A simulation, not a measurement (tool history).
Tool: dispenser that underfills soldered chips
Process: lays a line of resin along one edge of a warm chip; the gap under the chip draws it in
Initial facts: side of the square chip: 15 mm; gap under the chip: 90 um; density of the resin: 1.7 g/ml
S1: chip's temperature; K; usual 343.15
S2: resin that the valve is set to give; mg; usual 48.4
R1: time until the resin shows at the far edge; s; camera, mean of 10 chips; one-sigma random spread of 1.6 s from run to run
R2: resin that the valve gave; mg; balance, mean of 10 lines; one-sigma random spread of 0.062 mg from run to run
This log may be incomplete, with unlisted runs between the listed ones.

run 1 hour=0.0 | S1=343.15 S2=48.4 | R1=248.8 R2=47.57
-- hour=4.2 new syringe of resin
run 2 hour=7.1 | S1=343.15 S2=48.4 | R1=183.2 R2=47.54
run 3 hour=12.4 | S1=337.15 S2=48.4 | R1=272.0 R2=47.51
-- hour=19.3 dispensing valve cleaned and set on the balance
-- hour=20.0 new syringe of resin
run 4 hour=21.9 | S1=337.15 S2=48.4 | R1=207.7 R2=48.42
run 5 hour=28.7 | S1=337.15 S2=48.4 | R1=271.8 R2=48.19
-- hour=35.1 new syringe of resin
run 6 hour=37.8 | S1=337.15 S2=48.4 | R1=212.4 R2=47.99
run 7 hour=43.3 | S1=337.15 S2=48.4 | R1=268.5 R2=48.05
-- hour=49.8 new syringe of resin
run 8 hour=50.5 | S1=343.15 S2=48.4 | R1=162.4 R2=47.87
run 9 hour=57.4 | S1=336.15 S2=48.4 | R1=271.3 R2=47.73
run 10 hour=61.5 | S1=343.15 S2=48.4 | R1=257.4 R2=47.66
-- hour=65.1 new syringe of resin
run 11 hour=69.7 | S1=343.15 S2=48.4 | R1=204.0 R2=47.51
run 12 hour=77.2 | S1=339.15 S2=48.2 | R1=308.7 R2=47.23
-- hour=79.9 new syringe of resin
-- hour=83.0 dispensing valve cleaned and set on the balance
run 13 hour=85.0 | S1=339.15 S2=47.8 | R1=217.8 R2=47.72
run 14 hour=89.3 | S1=339.15 S2=47.8 | R1=264.2 R2=47.70
run 15 hour=93.8 | S1=342.15 S2=56.3 | R1=273.2 R2=55.98
-- hour=96.0 new syringe of resin
run 16 hour=101.5 | S1=343.15 S2=49.9 | R1=199.4 R2=49.63
run 17 hour=108.7 | S1=329.15 S2=51.3 | R1=425.5 R2=50.86
-- hour=110.7 new syringe of resin
run 18 hour=117.7 | S1=342.15 S2=51.3 | R1=220.3 R2=50.56
-- hour=126.0 new syringe of resin
run 19 hour=126.8 | S1=346.15 S2=54.0 | R1=151.6 R2=53.07
run 20 hour=133.8 | S1=354.15 S2=47.1 | R1=164.7 R2=46.24
-- hour=140.9 new syringe of resin
run 21 hour=141.0 | S1=354.15 S2=47.1 | R1=116.8 R2=46.13

Predict each of these 5 candidate next runs independently; none follows another, all start after run 21:
-- hour=146.7 dispensing valve cleaned and set on the balance
run A hour=149.9 | S1=331.15 S2=43.6 | R1=? R2=?
-- hour=146.7 dispensing valve cleaned and set on the balance
run B hour=149.9 | S1=354.15 S2=47.8 | R1=? R2=?
-- hour=146.7 dispensing valve cleaned and set on the balance
run C hour=149.9 | S1=336.15 S2=48.4 | R1=? R2=?
-- hour=146.7 dispensing valve cleaned and set on the balance
run D hour=149.9 | S1=331.15 S2=46.8 | R1=? R2=?
-- hour=146.7 dispensing valve cleaned and set on the balance
run E hour=149.9 | S1=335.15 S2=61.7 | R1=? R2=?

run=A R1=336.4 R2=43.63
run=B R1=161.2 R2=47.83
run=C R1=281.2 R2=48.53
run=D R1=339.4 R2=46.89
run=E R1=284.5 R2=61.71
The same runs, with their run-to-run variation unchanged, on a tool lacking any hidden condition would have given:
run=A R1=234.4 R2=43.56
run=B R1=112.8 R2=47.75
run=C R1=196.1 R2=48.45
run=D R1=236.2 R2=46.82
run=E R1=198.5 R2=61.61
